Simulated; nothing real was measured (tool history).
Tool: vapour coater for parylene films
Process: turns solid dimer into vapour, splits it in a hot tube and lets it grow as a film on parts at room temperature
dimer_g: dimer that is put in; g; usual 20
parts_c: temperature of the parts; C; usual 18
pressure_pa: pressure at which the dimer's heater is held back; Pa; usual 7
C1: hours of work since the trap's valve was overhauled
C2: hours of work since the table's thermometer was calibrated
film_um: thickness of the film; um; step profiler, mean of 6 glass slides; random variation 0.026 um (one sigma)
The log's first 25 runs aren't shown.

run 26 hour=431.5 | dimer_g=14 parts_c=18 pressure_pa=2.93 | C1=94 C2=73 | film_um=7.46
run 27 hour=453.1 | dimer_g=29 parts_c=18 pressure_pa=2.83 | C1=113 C2=92 | film_um=15.49
run 28 hour=465.6 | dimer_g=19 parts_c=29 pressure_pa=7 | C1=124 C2=103 | film_um=6.82
run 29 hour=483.6 | dimer_g=19 parts_c=29 pressure_pa=7 | C1=139 C2=119 | film_um=6.76
run 30 hour=499.6 | dimer_g=17 parts_c=29 pressure_pa=7 | C1=153 C2=133 | film_um=6.04
run 31 hour=513.3 | dimer_g=17 parts_c=29 pressure_pa=7 | C1=165 C2=145 | film_um=6.05
run 32 hour=531.6 | dimer_g=20 parts_c=18 pressure_pa=4.37 | C1=181 C2=161 | film_um=9.69
run 33 hour=547.7 | dimer_g=20 parts_c=18 pressure_pa=4.37 | C1=195 C2=175 | film_um=9.71
run 34 hour=559.1 | dimer_g=10 parts_c=10 pressure_pa=5.56 | C1=205 C2=185 | film_um=5.5
-- hour=565.4 trap's valve overhauled
run 35 hour=577.3 | dimer_g=25 parts_c=26 pressure_pa=5.05 | C1=10 C2=197 | film_um=10.33

Forecast run 36:
run 36 hour=598.9 | dimer_g=20 parts_c=24 pressure_pa=11.62 | C1=29 C2=216 | film_um=?

film_um: 7.41 um
Without the tool's hidden state the same run would have given film_um 7.48 um.
